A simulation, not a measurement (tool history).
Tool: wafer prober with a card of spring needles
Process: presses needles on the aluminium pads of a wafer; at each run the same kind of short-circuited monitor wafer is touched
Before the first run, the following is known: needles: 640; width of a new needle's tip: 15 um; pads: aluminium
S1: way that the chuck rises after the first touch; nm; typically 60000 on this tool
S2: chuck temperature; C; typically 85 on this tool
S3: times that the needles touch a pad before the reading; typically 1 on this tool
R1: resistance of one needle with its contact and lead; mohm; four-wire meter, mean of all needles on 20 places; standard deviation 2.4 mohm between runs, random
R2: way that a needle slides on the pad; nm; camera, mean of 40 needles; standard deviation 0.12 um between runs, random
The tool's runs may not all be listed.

{"run": 1, "hour": 0.0, "S1": 60000, "S2": 85, "S3": 1, "R1": 299, "R2": 13480}
{"hour": 8.1, "done": "tips cleaned on abrasive film"}
{"run": 2, "hour": 17.5, "S1": 60000, "S2": 85, "S3": 1, "R1": 315, "R2": 13380}
{"hour": 21.4, "done": "tips cleaned on abrasive film"}
{"run": 3, "hour": 25.8, "S1": 60000, "S2": 85, "S3": 1, "R1": 302, "R2": 13300}
{"hour": 34.3, "done": "tips cleaned on abrasive film"}
{"run": 4, "hour": 42.1, "S1": 71000, "S2": 85, "S3": 1, "R1": 299, "R2": 15840}
{"hour": 47.6, "done": "tips cleaned on abrasive film"}
{"run": 5, "hour": 57.8, "S1": 71000, "S2": 85, "S3": 1, "R1": 310, "R2": 15810}
{"hour": 60.2, "done": "tips cleaned on abrasive film"}
{"run": 6, "hour": 71.2, "S1": 71000, "S2": 85, "S3": 1, "R1": 301, "R2": 15910}
{"hour": 72.7, "done": "tips cleaned on abrasive film"}
{"hour": 85.7, "done": "tips cleaned on abrasive film"}
{"run": 7, "hour": 86.8, "S1": 60000, "S2": 85, "S3": 3, "R1": 272, "R2": 13220}
{"hour": 98.4, "done": "tips cleaned on abrasive film"}
{"run": 8, "hour": 102.3, "S1": 60000, "S2": 85, "S3": 3, "R1": 276, "R2": 13230}
{"hour": 111.1, "done": "tips cleaned on abrasive film"}
{"run": 9, "hour": 111.1, "S1": 60000, "S2": 85, "S3": 3, "R1": 269, "R2": 13260}
{"run": 10, "hour": 119.2, "S1": 60000, "S2": 85, "S3": 3, "R1": 285, "R2": 13180}
{"hour": 124.7, "done": "tips cleaned on abrasive film"}
{"run": 11, "hour": 131.9, "S1": 54000, "S2": 85, "S3": 1, "R1": 323, "R2": 11560}
{"hour": 137.1, "done": "tips cleaned on abrasive film"}
{"run": 12, "hour": 142.4, "S1": 54000, "S2": 85, "S3": 1, "R1": 310, "R2": 11640}
{"hour": 149.5, "done": "tips cleaned on abrasive film"}
{"run": 13, "hour": 156.2, "S1": 54000, "S2": 29, "S3": 1, "R1": 306, "R2": 11680}
{"hour": 161.9, "done": "tips cleaned on abrasive film"}
{"run": 14, "hour": 171.3, "S1": 54000, "S2": 29, "S3": 1, "R1": 317, "R2": 11760}
{"hour": 174.8, "done": "tips cleaned on abrasive film"}
{"run": 15, "hour": 183.3, "S1": 60000, "S2": 85, "S3": 1, "R1": 314, "R2": 13050}
{"hour": 187.8, "done": "tips cleaned on abrasive film"}
{"run": 16, "hour": 193.6, "S1": 60000, "S2": 85, "S3": 1, "R1": 314, "R2": 12940}
{"hour": 200.3, "done": "tips cleaned on abrasive film"}
{"run": 17, "hour": 211.5, "S1": 60000, "S2": 85, "S3": 1, "R1": 317, "R2": 13050}
{"hour": 213.0, "done": "tips cleaned on abrasive film"}
{"run": 18, "hour": 222.0, "S1": 73000, "S2": 56, "S3": 2, "R1": 278, "R2": 15760}
{"hour": 225.5, "done": "tips cleaned on abrasive film"}
{"run": 19, "hour": 233.1, "S1": 79000, "S2": 36, "S3": 2, "R1": 272, "R2": 17490}
{"hour": 239.1, "done": "tips cleaned on abrasive film"}
{"hour": 251.4, "done": "tips cleaned on abrasive film"}
{"run": 20, "hour": 252.6, "S1": 60000, "S2": 31, "S3": 2, "R1": 260, "R2": 12800}
{"hour": 263.8, "done": "tips cleaned on abrasive film"}
{"run": 21, "hour": 265.7, "S1": 54000, "S2": 31, "S3": 1, "R1": 277, "R2": 11740}
{"run": 22, "hour": 274.7, "S1": 60000, "S2": 44, "S3": 1, "R1": 317, "R2": 13060}
{"hour": 275.8, "done": "tips cleaned on abrasive film"}
{"hour": 288.2, "done": "tips cleaned on abrasive film"}
{"run": 23, "hour": 288.2, "S1": 60000, "S2": 44, "S3": 1, "R1": 255, "R2": 12880}
{"hour": 301.0, "done": "tips cleaned on abrasive film"}
{"run": 24, "hour": 302.1, "S1": 60000, "S2": 44, "S3": 1, "R1": 274, "R2": 12680}
{"run": 25, "hour": 312.4, "S1": 65000, "S2": 87, "S3": 1, "R1": 321, "R2": 13870}
{"hour": 313.9, "done": "tips cleaned on abrasive film"}
{"run": 26, "hour": 325.0, "S1": 42000, "S2": 32, "S3": 2, "R1": 340, "R2": 8840}
{"hour": 326.6, "done": "tips cleaned on abrasive film"}
{"run": 27, "hour": 334.7, "S1": 62000, "S2": 32, "S3": 2, "R1": 280, "R2": 13320}
{"hour": 338.7, "done": "tips cleaned on abrasive film"}
{"hour": 351.7, "done": "tips cleaned on abrasive film"}
{"run": 28, "hour": 354.1, "S1": 62000, "S2": 32, "S3": 2, "R1": 270, "R2": 13090}
{"hour": 365.2, "done": "tips cleaned on abrasive film"}
{"run": 29, "hour": 371.3, "S1": 62000, "S2": 32, "S3": 2, "R1": 282, "R2": 13130}
{"hour": 378.1, "done": "tips cleaned on abrasive film"}
{"run": 30, "hour": 389.1, "S1": 50000, "S2": 63, "S3": 2, "R1": 317, "R2": 10430}
{"hour": 390.5, "done": "tips cleaned on abrasive film"}
{"hour": 403.5, "done": "tips cleaned on abrasive film"}
{"run": 31, "hour": 406.7, "S1": 50000, "S2": 63, "S3": 2, "R1": 294, "R2": 10300}
{"hour": 415.7, "done": "tips cleaned on abrasive film"}
{"run": 32, "hour": 418.4, "S1": 60000, "S2": 57, "S3": 1, "R1": 287, "R2": 12170}
{"run": 33, "hour": 427.2, "S1": 41000, "S2": 98, "S3": 2, "R1": 357, "R2": 8130}

4 ways to go on from here, each from the tool as it stands after run 33. What would each give?
{"hour": 428.4, "done": "tips cleaned on abrasive film"}
{"run": "A", "hour": 439.6, "S1": 66000, "S2": 71, "S3": 1, "R1": "?", "R2": "?"}
{"hour": 428.4, "done": "tips cleaned on abrasive film"}
{"run": "B", "hour": 439.6, "S1": 41000, "S2": 47, "S3": 2, "R1": "?", "R2": "?"}
{"hour": 428.4, "done": "tips cleaned on abrasive film"}
{"run": "C", "hour": 439.6, "S1": 53000, "S2": 98, "S3": 1, "R1": "?", "R2": "?"}
{"hour": 428.4, "done": "tips cleaned on abrasive film"}
{"run": "D", "hour": 439.6, "S1": 59000, "S2": 28, "S3": 1, "R1": "?", "R2": "?"}

run=A R1=315 R2=14060
run=B R1=352 R2=8290
run=C R1=356 R2=10850
run=D R1=323 R2=12350
Without the tool's unlogged condition, the same runs would have read:
run=A R1=259 R2=15060
run=B R1=264 R2=9290
run=C R1=275 R2=11840
run=D R1=250 R2=13340
